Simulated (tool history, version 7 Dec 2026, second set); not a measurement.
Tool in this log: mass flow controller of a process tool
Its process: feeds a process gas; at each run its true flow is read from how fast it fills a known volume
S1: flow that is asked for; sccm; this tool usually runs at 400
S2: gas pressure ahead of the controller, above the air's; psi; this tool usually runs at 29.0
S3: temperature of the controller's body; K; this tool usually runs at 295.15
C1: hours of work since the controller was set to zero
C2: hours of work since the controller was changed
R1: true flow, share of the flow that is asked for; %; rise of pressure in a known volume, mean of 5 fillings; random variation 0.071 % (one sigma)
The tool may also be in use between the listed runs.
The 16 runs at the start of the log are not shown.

run,hour,S1,S2,S3,C1,C2,R1
17,5013.5,467,29.0,295.15,1165,1165,100.39
18,5399.9,467,29.0,306.15,1380,1380,99.94
19,5844.8,467,38.1,306.15,1627,1627,100.38
20,6105.6,467,38.1,306.15,1772,1772,100.64
21,6504.8,400,29.0,307.15,1994,1994,100.09
22,6942.1,115,23.8,305.15,2237,2237,99.47
23,7299.4,115,28.0,300.15,2436,2436,99.91
24,7589.4,115,28.0,300.15,2597,2597,100.05
25,7811.8,115,28.0,300.15,2720,2720,100.15
26,8106.7,115,28.0,300.15,2884,2884,100.32
27,8373.5,212,21.0,295.15,3033,3033,100.61
28,8680.4,61,21.5,297.15,3203,3203,100.30
29,8912.4,87,29.0,308.15,3332,3332,100.04
30,9358.3,400,29.0,306.15,3580,3580,101.52
31,9541.3,400,29.0,306.15,3682,3682,101.41
32,9774.4,282,35.1,300.15,3811,3811,101.69
33,10058.4,282,29.0,300.15,3969,3969,101.63

Branching from run 33: 5 alternative next runs. What would each branch give?
A,10446.6,218,23.8,300.15,4185,4185,?
B,10446.6,384,35.0,310.15,4185,4185,?
C,10446.6,129,20.3,304.15,4185,4185,?
D,10446.6,58,24.5,307.15,4185,4185,?
E,10446.6,206,29.0,302.15,4185,4185,?

run,R1
A,101.29
B,101.60
C,100.78
D,100.49
E,101.29
Stripped of hidden state, with their random variation kept, the same runs would have yielded:
run,R1
A,98.85
B,99.14
C,98.36
D,98.09
E,98.84
